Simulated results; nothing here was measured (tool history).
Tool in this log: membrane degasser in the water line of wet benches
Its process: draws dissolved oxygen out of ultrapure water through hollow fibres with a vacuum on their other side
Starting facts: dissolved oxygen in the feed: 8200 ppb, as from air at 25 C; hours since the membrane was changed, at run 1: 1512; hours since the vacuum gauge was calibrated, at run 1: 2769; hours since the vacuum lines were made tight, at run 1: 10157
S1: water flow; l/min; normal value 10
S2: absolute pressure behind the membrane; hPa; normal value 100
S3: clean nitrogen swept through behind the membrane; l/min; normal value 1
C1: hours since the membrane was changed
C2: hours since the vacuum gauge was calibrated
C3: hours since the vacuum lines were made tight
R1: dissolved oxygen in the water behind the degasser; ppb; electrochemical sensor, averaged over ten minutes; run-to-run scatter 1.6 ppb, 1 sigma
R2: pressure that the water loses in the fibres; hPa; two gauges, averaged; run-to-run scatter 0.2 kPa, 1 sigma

run      day  S1   S2    S3    C1    C2     C3     R1     R2
  1        0  10  100     1  1512  2769  10157  163.7  465.4
  2    8.729  12  100     1  1721  2978  10366  194.6  554.9
  3   14.679  13  100     1  1864  3121  10509  213.9  602.3
  4   23.954  13  100     1  2087  3343  10732    212  600.8
  5   34.925   9  100     1  2350  3607  10995  147.9    412
  6   44.617  10  100     1  2583  3839  11228  164.7  465.7
  7   53.258  10  100     1  2790  4047  11435  160.1  460.3
  8   64.788  10  100     1  3067  4323  11712  163.3  465.4
  9   71.246  10  100     1  3222  4479  11867  161.8  464.9
 10   83.392  10  100  1.75  3513  4770  12158     96  463.3
 11   95.533  10  100  1.75  3805  5061  12450   97.9  466.1
 12  109.025  10  100  1.75  4128  5385  12773   96.9  462.1
 13  114.804  10  133  2.75  4267  5524  12912   92.1  468.3
     125.046  -- seals of the vacuum lines changed
 14  127.596  15  135  0.76  4572  5829     61  451.2  694.7
 15  135.146  15  135  0.76  4753  6010    242  459.1    696
 16  140.875  12  201  0.53  4891  6148    380    789  552.1
 17   154.55  12  201  0.53  5219  6476    708  787.2  550.5
 18  165.975  12  201  0.53  5493  6750    982  779.8  555.7
     167.117  -- vacuum gauge calibrated
 19  172.362  12  201  0.53  5646   126   1135  767.7  554.5
 20  179.738   8  226  1.15  5823   303   1312  312.2  372.5
 21  188.579  10  213  0.71  6035   515   1524  558.2  460.7
 22  196.138  10  213  0.71  6217   696   1706    562  462.7
 23  204.562   9  133  0.71  6419   899   1908  292.3  417.6
 24  211.896  10  188     1  6595  1075   2084  360.3  462.3

Here are 5 independent what-if runs from the current tool condition. What would each one return?
  A  219.258  10  100  0.94  6772  1251  2261   ?   ?
  B  219.258  15   73     1  6772  1251  2261   ?   ?
  C  219.258  10  100  1.73  6772  1251  2261   ?   ?
  D  219.258   9   87  1.03  6772  1251  2261   ?   ?
  E  219.258  10   71  2.04  6772  1251  2261   ?   ?

run     R1     R2
  A  173.4  462.5
  B  158.2  695.5
  C     98  461.6
  D  114.9  414.3
  E   49.9  465.5
The same runs, with their run-to-run variation unchanged, on a tool lacking any hidden condition would have given:
run     R1     R2
  A  173.4  462.3
  B  158.1  695.1
  C     98  461.4
  D  114.8  414.1
  E   49.9  465.2
